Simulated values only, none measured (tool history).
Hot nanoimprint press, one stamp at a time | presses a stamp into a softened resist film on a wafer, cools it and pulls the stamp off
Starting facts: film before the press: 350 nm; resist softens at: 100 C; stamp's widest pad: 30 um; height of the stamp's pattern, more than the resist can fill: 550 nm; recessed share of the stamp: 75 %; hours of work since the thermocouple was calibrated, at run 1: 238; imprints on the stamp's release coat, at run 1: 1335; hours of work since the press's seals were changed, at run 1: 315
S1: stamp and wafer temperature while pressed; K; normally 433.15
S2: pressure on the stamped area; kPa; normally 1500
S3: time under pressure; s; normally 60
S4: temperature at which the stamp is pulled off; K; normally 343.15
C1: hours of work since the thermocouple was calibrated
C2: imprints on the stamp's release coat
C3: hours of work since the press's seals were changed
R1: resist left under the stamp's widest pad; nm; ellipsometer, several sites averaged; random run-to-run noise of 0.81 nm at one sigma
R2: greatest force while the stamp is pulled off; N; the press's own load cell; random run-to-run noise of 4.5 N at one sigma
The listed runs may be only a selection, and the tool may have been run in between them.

Run 1, hour 0: usual settings; C1 238; C2 1335; C3 315. Result: R1 190.4 nm, R2 221 N.
Run 2, hour 12.7: usual settings; C1 245; C2 1391; C3 322. Result: R1 191.1 nm, R2 220 N.
Run 3, hour 29.3: usual settings; C1 254; C2 1463; C3 331. Result: R1 190.4 nm, R2 225 N.
Run 4, hour 45.6: usual settings; C1 263; C2 1535; C3 340. Result: R1 190.9 nm, R2 215 N.
At hour 55.5: stamp cleaned and given a new release coat.
At hour 63.5: plate thermocouple calibrated.
Run 5, hour 72.1: usual settings but S4 347.15 K; C1 5; C2 60; C3 349. Result: R1 193.1 nm, R2 222 N.
Run 6, hour 86.1: usual settings but S4 347.15 K; C1 12; C2 121; C3 357. Result: R1 192 nm, R2 209 N.
Run 7, hour 99.6: usual settings but S4 347.15 K; C1 20; C2 180; C3 364. Result: R1 190.5 nm, R2 211 N.
Run 8, hour 114.6: usual settings but S4 347.15 K; C1 28; C2 245; C3 373. Result: R1 191.2 nm, R2 211 N.
Run 9, hour 132.4: usual settings but S3 98 s; C1 38; C2 323; C3 382. Result: R1 161.7 nm, R2 221 N.
Run 10, hour 147: usual settings but S3 98 s; C1 46; C2 387; C3 390. Result: R1 161.8 nm, R2 222 N.
Run 11, hour 157: usual settings but S3 98 s; C1 51; C2 431; C3 396. Result: R1 162.4 nm, R2 216 N.
Run 12, hour 171.4: usual settings but S3 98 s; C1 59; C2 493; C3 404. Result: R1 160.6 nm, R2 223 N.
Run 13, hour 192.6: usual settings but S3 74 s; C1 71; C2 586; C3 415. Result: R1 178.1 nm, R2 215 N.
Run 14, hour 204.9: usual settings but S3 74 s; C1 77; C2 639; C3 422. Result: R1 178.9 nm, R2 221 N.
Run 15, hour 225.7: usual settings but S3 74 s; C1 89; C2 730; C3 433. Result: R1 178.4 nm, R2 222 N.
Run 16, hour 247.5: usual settings but S2 1060 kPa, S4 333.15 K; C1 101; C2 825; C3 445. Result: R1 221.2 nm, R2 249 N.
Run 17, hour 267.8: usual settings but S2 1060 kPa, S4 332.15 K; C1 112; C2 914; C3 456. Result: R1 219.7 nm, R2 249 N.
Run 18, hour 286.6: usual settings but S1 435.15 K, S2 1080 kPa, S4 332.15 K; C1 122; C2 996; C3 466. Result: R1 202 nm, R2 245 N.
Run 19, hour 302: usual settings but S1 435.15 K, S2 1080 kPa, S4 332.15 K; C1 130; C2 1063; C3 475. Result: R1 201.6 nm, R2 246 N.
Run 20, hour 321.3: usual settings but S1 441.15 K, S2 950 kPa, S3 43 s, S4 333.15 K; C1 141; C2 1148; C3 485. Result: R1 192.7 nm, R2 247 N.
Run 21, hour 340.8: usual settings but S3 76 s, S4 332.15 K; C1 152; C2 1233; C3 496. Result: R1 177.2 nm, R2 244 N.
Run 22, hour 357.6: usual settings but S1 432.15 K, S2 1850 kPa, S3 42 s; C1 161; C2 1306; C3 505. Result: R1 203.8 nm, R2 220 N.
Run 23, hour 379.5: usual settings but S1 425.15 K, S2 1600 kPa, S3 37 s; C1 173; C2 1402; C3 517. Result: R1 278.5 nm, R2 221 N.
Run 24, hour 398.7: usual settings but S3 66 s; C1 183; C2 1485; C3 528. Result: R1 185.3 nm, R2 221 N.
Run 25, hour 411.9: usual settings but S3 66 s; C1 190; C2 1543; C3 535. Result: R1 185.5 nm, R2 225 N.
At hour 419.3: stamp cleaned and given a new release coat.
Run 26, hour 435.4: usual settings but S1 437.15 K, S3 33 s, S4 337.15 K; C1 200; C2 70; C3 545. Result: R1 198.9 nm, R2 233 N.
Run 27, hour 451.1: usual settings but S1 438.15 K, S2 940 kPa, S3 120 s, S4 338.15 K; C1 208; C2 139; C3 553. Result: R1 150.7 nm, R2 229 N.
Run 28, hour 471.1: usual settings but S1 438.15 K, S2 940 kPa, S3 120 s, S4 338.15 K; C1 219; C2 226; C3 564. Result: R1 148.5 nm, R2 229 N.
Run 29, hour 490.4: usual settings but S2 1210 kPa; C1 230; C2 310; C3 575. Result: R1 207.5 nm, R2 219 N.
Run 30, hour 503.8: usual settings but S2 1210 kPa; C1 237; C2 369; C3 582. Result: R1 207.7 nm, R2 224 N.

Describe how what the log doesn't record of the tool's condition differs between the last listed run preceding each entry between runs and the first listed run following it.
Between runs 4 and 5: stamp cleaned and given a new release coat (hour 55.5); plate thermocouple calibrated (hour 63.5)
  true temperature over the reading, C: 0.07 -> -0.02; grip of the stamp's worn release coat, % over a new coat's: 1.7 -> 0.1
Between runs 25 and 26: stamp cleaned and given a new release coat (hour 419.3)
  true temperature over the reading, C: 0.02 -> 0.03; pressure that arrives at the usual setting, %: 99.65 -> 99.64; grip of the stamp's worn release coat, % over a new coat's: 1.7 -> 0.1

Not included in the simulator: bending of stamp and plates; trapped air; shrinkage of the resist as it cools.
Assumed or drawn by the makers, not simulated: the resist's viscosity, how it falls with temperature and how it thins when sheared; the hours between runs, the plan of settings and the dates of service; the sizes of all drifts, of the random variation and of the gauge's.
